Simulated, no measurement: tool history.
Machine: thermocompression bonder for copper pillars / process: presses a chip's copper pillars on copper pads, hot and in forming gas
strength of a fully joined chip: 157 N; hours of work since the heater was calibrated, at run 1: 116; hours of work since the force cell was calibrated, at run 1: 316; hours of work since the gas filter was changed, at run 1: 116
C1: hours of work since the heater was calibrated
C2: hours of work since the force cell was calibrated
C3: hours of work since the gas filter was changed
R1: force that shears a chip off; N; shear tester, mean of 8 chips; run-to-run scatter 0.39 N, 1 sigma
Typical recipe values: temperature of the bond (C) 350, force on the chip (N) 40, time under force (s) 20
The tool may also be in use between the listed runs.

run 1 hour=0 | temperature_of_the_bond_(C)=350 force_on_the_chip_(N)=40 time_under_force_(s)=20 | C1=116 C2=316 C3=116 | R1=91.4
run 2 hour=20.1 | temperature_of_the_bond_(C)=350 force_on_the_chip_(N)=40 time_under_force_(s)=20 | C1=128 C2=328 C3=128 | R1=89.9
run 3 hour=30.5 | temperature_of_the_bond_(C)=350 force_on_the_chip_(N)=40 time_under_force_(s)=20 | C1=135 C2=334 C3=135 | R1=90.3
run 4 hour=48.7 | temperature_of_the_bond_(C)=350 force_on_the_chip_(N)=26 time_under_force_(s)=20 | C1=146 C2=346 C3=146 | R1=60.8
run 5 hour=69.9 | temperature_of_the_bond_(C)=350 force_on_the_chip_(N)=26 time_under_force_(s)=20 | C1=159 C2=359 C3=159 | R1=61.1
run 6 hour=85 | temperature_of_the_bond_(C)=350 force_on_the_chip_(N)=26 time_under_force_(s)=13 | C1=168 C2=368 C3=168 | R1=51.5
run 7 hour=106.2 | temperature_of_the_bond_(C)=350 force_on_the_chip_(N)=40 time_under_force_(s)=20 | C1=181 C2=381 C3=181 | R1=89.4
run 8 hour=118.5 | temperature_of_the_bond_(C)=350 force_on_the_chip_(N)=40 time_under_force_(s)=20 | C1=188 C2=388 C3=188 | R1=89.1
run 9 hour=130.6 | temperature_of_the_bond_(C)=350 force_on_the_chip_(N)=40 time_under_force_(s)=20 | C1=196 C2=396 C3=196 | R1=89
-- hour=134.1 forming gas filter changed
run 10 hour=151.3 | temperature_of_the_bond_(C)=350 force_on_the_chip_(N)=40 time_under_force_(s)=20 | C1=208 C2=408 C3=11 | R1=94.1
run 11 hour=168.6 | temperature_of_the_bond_(C)=350 force_on_the_chip_(N)=40 time_under_force_(s)=20 | C1=219 C2=419 C3=21 | R1=94.4
run 12 hour=177.7 | temperature_of_the_bond_(C)=350 force_on_the_chip_(N)=40 time_under_force_(s)=20 | C1=224 C2=424 C3=27 | R1=93.4
run 13 hour=195.7 | temperature_of_the_bond_(C)=350 force_on_the_chip_(N)=40 time_under_force_(s)=20 | C1=235 C2=435 C3=38 | R1=93.1
run 14 hour=209.9 | temperature_of_the_bond_(C)=373 force_on_the_chip_(N)=40 time_under_force_(s)=20 | C1=244 C2=444 C3=46 | R1=112.8
run 15 hour=229.7 | temperature_of_the_bond_(C)=370 force_on_the_chip_(N)=46 time_under_force_(s)=26 | C1=256 C2=456 C3=59 | R1=125.7
run 16 hour=239.8 | temperature_of_the_bond_(C)=361 force_on_the_chip_(N)=46 time_under_force_(s)=26 | C1=262 C2=462 C3=65 | R1=118.7
run 17 hour=250.3 | temperature_of_the_bond_(C)=361 force_on_the_chip_(N)=46 time_under_force_(s)=26 | C1=269 C2=469 C3=71 | R1=119.1
run 18 hour=271.3 | temperature_of_the_bond_(C)=348 force_on_the_chip_(N)=32 time_under_force_(s)=20 | C1=282 C2=482 C3=84 | R1=73.5
run 19 hour=281.2 | temperature_of_the_bond_(C)=348 force_on_the_chip_(N)=32 time_under_force_(s)=20 | C1=288 C2=488 C3=90 | R1=74.2
run 20 hour=300.3 | temperature_of_the_bond_(C)=348 force_on_the_chip_(N)=32 time_under_force_(s)=20 | C1=299 C2=499 C3=102 | R1=74.1
run 21 hour=310.5 | temperature_of_the_bond_(C)=333 force_on_the_chip_(N)=37 time_under_force_(s)=13 | C1=306 C2=506 C3=108 | R1=60.4
run 22 hour=323.1 | temperature_of_the_bond_(C)=333 force_on_the_chip_(N)=37 time_under_force_(s)=13 | C1=313 C2=513 C3=116 | R1=59.9
run 23 hour=341.8 | temperature_of_the_bond_(C)=341 force_on_the_chip_(N)=37 time_under_force_(s)=30 | C1=325 C2=525 C3=127 | R1=88.5
run 24 hour=351.7 | temperature_of_the_bond_(C)=374 force_on_the_chip_(N)=30 time_under_force_(s)=48 | C1=331 C2=531 C3=133 | R1=113.6
run 25 hour=364.4 | temperature_of_the_bond_(C)=351 force_on_the_chip_(N)=40 time_under_force_(s)=20 | C1=339 C2=539 C3=141 | R1=91.2
run 26 hour=380 | temperature_of_the_bond_(C)=351 force_on_the_chip_(N)=40 time_under_force_(s)=20 | C1=348 C2=548 C3=151 | R1=91.2

Here are 4 independent what-if runs from the current tool condition. What would each one return?
run A hour=394.2 | temperature_of_the_bond_(C)=356 force_on_the_chip_(N)=52 time_under_force_(s)=51 | C1=357 C2=557 C3=159 | R1=?
run B hour=394.2 | temperature_of_the_bond_(C)=350 force_on_the_chip_(N)=40 time_under_force_(s)=22 | C1=357 C2=557 C3=159 | R1=?
run C hour=394.2 | temperature_of_the_bond_(C)=350 force_on_the_chip_(N)=34 time_under_force_(s)=12 | C1=357 C2=557 C3=159 | R1=?
run D hour=394.2 | temperature_of_the_bond_(C)=350 force_on_the_chip_(N)=26 time_under_force_(s)=20 | C1=357 C2=557 C3=159 | R1=?

run=A R1=134.3
run=B R1=92
run=C R1=66.1
run=D R1=61.1
Without the tool's hidden state the same runs would have given:
run=A R1=141.5
run=B R1=97.4
run=C R1=70
run=D R1=64.8
